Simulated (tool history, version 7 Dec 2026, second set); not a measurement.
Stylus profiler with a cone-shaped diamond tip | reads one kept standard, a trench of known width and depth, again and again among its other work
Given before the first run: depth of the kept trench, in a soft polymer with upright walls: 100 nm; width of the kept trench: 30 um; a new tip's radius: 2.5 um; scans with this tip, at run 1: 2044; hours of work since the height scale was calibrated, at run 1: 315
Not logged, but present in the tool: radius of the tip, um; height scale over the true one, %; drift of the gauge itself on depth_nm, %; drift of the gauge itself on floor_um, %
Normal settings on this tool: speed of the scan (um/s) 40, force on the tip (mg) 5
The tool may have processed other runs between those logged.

| run | day | speed of the scan (um/s) | force on the tip (mg) | scans with this tip | hours of work since the height scale was calibrated | depth of the trench (nm) | width of the trench's floor (um) |
|---|---|---|---|---|---|---|---|
| 1 | 0 | 40 | 5 | 2044 | 315 | 101.94 | 28.38 |
| 2 | 0.35 | 40 | 5 | 2085 | 321 | 101.9 | 28.38 |
| 3 | 0.808 | 40 | 5 | 2138 | 329 | 101.87 | 28.38 |
| 4 | 1.146 | 12 | 5 | 2178 | 335 | 101.88 | 28.51 |
| 5 | 1.675 | 12 | 5 | 2239 | 345 | 101.89 | 28.5 |
| 6 | 2.138 | 12 | 5 | 2293 | 353 | 101.88 | 28.42 |
| 7 | 2.471 | 40 | 5 | 2332 | 359 | 101.9 | 28.37 |
| 8 | 2.775 | 40 | 5 | 2367 | 364 | 101.98 | 28.38 |
| 9 | 3.112 | 40 | 5 | 2407 | 370 | 101.87 | 28.4 |
| 10 | 3.775 | 40 | 5 | 2484 | 382 | 101.91 | 28.4 |
| 11 | 4.146 | 40 | 5 | 2527 | 389 | 101.85 | 28.37 |
| 12 | 4.425 | 40 | 5 | 2559 | 394 | 101.93 | 28.36 |
| 13 | 4.8 | 40 | 5 | 2603 | 401 | 101.88 | 28.35 |
| 14 | 5.312 | 40 | 5 | 2663 | 410 | 101.82 | 28.33 |
| 15 | 5.733 | 40 | 4.22 | 2712 | 417 | 101.7 | 28.35 |
| 16 | 6.05 | 40 | 4.22 | 2748 | 423 | 101.69 | 28.29 |
| 17 | 6.379 | 40 | 4.22 | 2787 | 429 | 101.65 | 28.34 |
| 18 | 7.004 | 40 | 4.22 | 2860 | 440 | 101.58 | 28.31 |
| 19 | 7.667 | 40 | 4.22 | 2937 | 452 | 101.58 | 28.29 |
| 20 | 8.25 | 40 | 4.22 | 3004 | 462 | 101.68 | 28.29 |
| 21 | 8.733 | 40 | 5 | 3061 | 471 | 101.72 | 28.32 |
| 22 | 9.392 | 144 | 5 | 3138 | 483 | 101.76 | 27.9 |
| 23 | 10.05 | 144 | 5 | 3214 | 495 | 101.86 | 27.94 |
| 24 | 10.446 | 144 | 5 | 3260 | 502 | 101.75 | 27.96 |
| 25 | 10.929 | 105 | 10.2 | 3316 | 510 | 103.05 | 28.21 |
| 26 | 11.229 | 43 | 4.88 | 3351 | 516 | 101.77 | 28.31 |
| 27 | 11.692 | 54 | 7.17 | 3405 | 524 | 102.2 | 28.28 |
| 28 | 12.329 | 54 | 7.17 | 3479 | 535 | 102.3 | 28.26 |
|  | 12.388 | height scale calibrated on a step standard |
| 29 | 12.867 | 22 | 7.17 | 3540 | 9 | 102.13 | 28.4 |
| 30 | 13.371 | 17 | 2.92 | 3598 | 18 | 101.03 | 28.39 |
| 31 | 13.688 | 55 | 1.94 | 3635 | 23 | 100.67 | 28.09 |
| 32 | 14.096 | 55 | 1.94 | 3682 | 31 | 100.71 | 28.13 |
| 33 | 14.558 | 55 | 1.94 | 3736 | 39 | 100.84 | 28.16 |
|  | 14.708 | height scale calibrated on a step standard, once more |
| 34 | 15.188 | 29 | 9.3 | 3807 | 9 | 103.06 | 28.39 |
| 35 | 15.75 | 105 | 8.53 | 3872 | 19 | 102.8 | 28.16 |
| 36 | 16.167 | 105 | 8.53 | 3921 | 26 | 102.81 | 28.11 |
| 37 | 16.488 | 12 | 3.45 | 3958 | 32 | 101.45 | 28.35 |
| 38 | 17.058 | 12 | 3.45 | 4025 | 42 | 101.47 | 28.4 |
| 39 | 17.55 | 60 | 14.04 | 4082 | 51 | 103.94 | 28.33 |
| 40 | 18.154 | 126 | 4.52 | 4152 | 62 | 101.77 | 27.95 |
| 41 | 18.675 | 28 | 2.7 | 4213 | 71 | 101.26 | 28.26 |
| 42 | 18.983 | 48 | 8.21 | 4249 | 77 | 102.68 | 28.29 |
| 43 | 19.342 | 19 | 1.79 | 4291 | 83 | 100.95 | 28.32 |
| 44 | 19.792 | 40 | 3.84 | 4343 | 91 | 101.57 | 28.34 |
| 45 | 20.408 | 40 | 3.84 | 4414 | 102 | 101.55 | 28.25 |

What if the next run were any one of these 3? Each begins from the tool's condition after run 45:
| A | 20.838 | 14 | 5 | 4465 | 110 | ? | ? |
| B | 20.838 | 29 | 3.27 | 4465 | 110 | ? | ? |
| C | 20.838 | 24 | 5 | 4465 | 110 | ? | ? |

| run | depth of the trench (nm) | width of the trench's floor (um) |
|---|---|---|
| A | 101.95 | 28.37 |
| B | 101.38 | 28.3 |
| C | 101.88 | 28.35 |
Stripped of hidden state, with their random variation kept, the same runs would have yielded:
| run | depth of the trench (nm) | width of the trench's floor (um) |
|---|---|---|
| A | 102.07 | 28.55 |
| B | 101.5 | 28.48 |
| C | 102 | 28.53 |

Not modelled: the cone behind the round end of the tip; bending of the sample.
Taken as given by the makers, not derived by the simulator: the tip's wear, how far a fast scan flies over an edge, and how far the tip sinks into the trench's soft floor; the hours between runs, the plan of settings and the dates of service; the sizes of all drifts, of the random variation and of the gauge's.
